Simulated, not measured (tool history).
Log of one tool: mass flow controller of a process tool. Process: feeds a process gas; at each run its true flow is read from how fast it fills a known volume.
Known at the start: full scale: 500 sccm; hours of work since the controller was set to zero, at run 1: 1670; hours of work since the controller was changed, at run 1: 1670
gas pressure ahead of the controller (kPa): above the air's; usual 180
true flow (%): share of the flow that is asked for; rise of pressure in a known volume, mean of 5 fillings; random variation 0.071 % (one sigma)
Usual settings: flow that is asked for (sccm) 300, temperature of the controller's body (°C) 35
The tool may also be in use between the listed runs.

run   hour  flow that is asked for (sccm)  gas pressure ahead of the controller (kPa)  temperature of the controller's body (°C)  hours of work since the controller was set to zero  hours of work since the controller was changed  true flow (%)
  1    0.0                            300                                         180                                         35                                                1670                                            1670         100.11
  2   48.4                            300                                         266                                         35                                                1702                                            1702          99.90
  3  123.9                            300                                         180                                         23                                                1754                                            1754          98.90
  4  206.7                            300                                         180                                         23                                                1810                                            1810          98.87
  5  246.3                            300                                         180                                         23                                                1837                                            1837          98.96
  6  298.9                            300                                         180                                         23                                                1873                                            1873          98.80
  7  389.5                            300                                         180                                         23                                                1935                                            1935          98.86
  8  471.3                            300                                         264                                         35                                                1990                                            1990          99.97
     478.9  -- controller's zero set anew
  9  529.6                            300                                         180                                         31                                                  35                                            2030          99.57
 10  595.6                            300                                         180                                         31                                                  79                                            2074          99.57
 11  673.0                             97                                         180                                         23                                                 132                                            2127          97.33

Forecast run 12:
 12  744.2                             97                                         198                                         24                                                 181                                            2176              ?

true flow (%): 97.40
Without the tool's hidden state the same run would have given true flow (%) 97.78.

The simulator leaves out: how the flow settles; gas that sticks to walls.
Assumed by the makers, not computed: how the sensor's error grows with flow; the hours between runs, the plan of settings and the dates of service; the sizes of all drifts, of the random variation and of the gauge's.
